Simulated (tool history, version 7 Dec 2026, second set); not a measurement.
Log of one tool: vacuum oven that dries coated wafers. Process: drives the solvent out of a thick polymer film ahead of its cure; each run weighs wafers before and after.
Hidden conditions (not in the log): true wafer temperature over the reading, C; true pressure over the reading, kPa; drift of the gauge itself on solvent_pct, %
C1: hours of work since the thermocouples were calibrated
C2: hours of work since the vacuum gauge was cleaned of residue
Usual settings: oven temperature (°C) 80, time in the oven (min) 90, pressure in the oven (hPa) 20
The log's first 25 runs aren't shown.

run 26 day=87.017 | oven_temperature_(°C)=74 time_in_the_oven_(min)=61 pressure_in_the_oven_(hPa)=27.4 | C1=119 C2=322 | solvent_left_in_the_film_(%)=5.29
run 27 day=90.554 | oven_temperature_(°C)=92 time_in_the_oven_(min)=153 pressure_in_the_oven_(hPa)=20.6 | C1=153 C2=356 | solvent_left_in_the_film_(%)=0.83
run 28 day=93.962 | oven_temperature_(°C)=74 time_in_the_oven_(min)=118 pressure_in_the_oven_(hPa)=13.1 | C1=186 C2=389 | solvent_left_in_the_film_(%)=1.89
run 29 day=98.308 | oven_temperature_(°C)=88 time_in_the_oven_(min)=90 pressure_in_the_oven_(hPa)=20 | C1=228 C2=431 | solvent_left_in_the_film_(%)=1.03
run 30 day=101.279 | oven_temperature_(°C)=86 time_in_the_oven_(min)=49 pressure_in_the_oven_(hPa)=74.9 | C1=256 C2=459 | solvent_left_in_the_film_(%)=4.79
run 31 day=104.079 | oven_temperature_(°C)=86 time_in_the_oven_(min)=49 pressure_in_the_oven_(hPa)=74.9 | C1=283 C2=486 | solvent_left_in_the_film_(%)=4.8
run 32 day=106.742 | oven_temperature_(°C)=86 time_in_the_oven_(min)=49 pressure_in_the_oven_(hPa)=74.9 | C1=309 C2=512 | solvent_left_in_the_film_(%)=4.75
run 33 day=109.175 | oven_temperature_(°C)=80 time_in_the_oven_(min)=108 pressure_in_the_oven_(hPa)=28.9 | C1=332 C2=535 | solvent_left_in_the_film_(%)=2.16
run 34 day=111.562 | oven_temperature_(°C)=82 time_in_the_oven_(min)=90 pressure_in_the_oven_(hPa)=27.2 | C1=355 C2=558 | solvent_left_in_the_film_(%)=1.98
run 35 day=114.538 | oven_temperature_(°C)=77 time_in_the_oven_(min)=90 pressure_in_the_oven_(hPa)=11.1 | C1=384 C2=587 | solvent_left_in_the_film_(%)=1.82
run 36 day=116.829 | oven_temperature_(°C)=77 time_in_the_oven_(min)=90 pressure_in_the_oven_(hPa)=11.1 | C1=406 C2=609 | solvent_left_in_the_film_(%)=1.86
run 37 day=121.646 | oven_temperature_(°C)=77 time_in_the_oven_(min)=90 pressure_in_the_oven_(hPa)=11.1 | C1=453 C2=656 | solvent_left_in_the_film_(%)=1.82
run 38 day=125.825 | oven_temperature_(°C)=80 time_in_the_oven_(min)=62 pressure_in_the_oven_(hPa)=20 | C1=493 C2=696 | solvent_left_in_the_film_(%)=2.85
run 39 day=130.533 | oven_temperature_(°C)=86 time_in_the_oven_(min)=125 pressure_in_the_oven_(hPa)=39.7 | C1=538 C2=741 | solvent_left_in_the_film_(%)=2.04
run 40 day=134.1 | oven_temperature_(°C)=70 time_in_the_oven_(min)=90 pressure_in_the_oven_(hPa)=15.8 | C1=573 C2=776 | solvent_left_in_the_film_(%)=4
run 41 day=136.825 | oven_temperature_(°C)=80 time_in_the_oven_(min)=97 pressure_in_the_oven_(hPa)=31.1 | C1=599 C2=802 | solvent_left_in_the_film_(%)=2.38
run 42 day=139.929 | oven_temperature_(°C)=80 time_in_the_oven_(min)=97 pressure_in_the_oven_(hPa)=31.1 | C1=629 C2=832 | solvent_left_in_the_film_(%)=2.38

3 ways to go on from here, each from the tool as it stands after run 42. What would each give?
run A day=142.121 | oven_temperature_(°C)=74 time_in_the_oven_(min)=97 pressure_in_the_oven_(hPa)=78.8 | C1=650 C2=853 | solvent_left_in_the_film_(%)=?
run B day=142.121 | oven_temperature_(°C)=80 time_in_the_oven_(min)=119 pressure_in_the_oven_(hPa)=31.1 | C1=650 C2=853 | solvent_left_in_the_film_(%)=?
run C day=142.121 | oven_temperature_(°C)=86 time_in_the_oven_(min)=90 pressure_in_the_oven_(hPa)=22.6 | C1=650 C2=853 | solvent_left_in_the_film_(%)=?

run=A solvent_left_in_the_film_(%)=7.13
run=B solvent_left_in_the_film_(%)=2.21
run=C solvent_left_in_the_film_(%)=1.36
Without the tool's unlogged condition, the same runs would have read:
run=A solvent_left_in_the_film_(%)=7.16
run=B solvent_left_in_the_film_(%)=2.13
run=C solvent_left_in_the_film_(%)=1.29
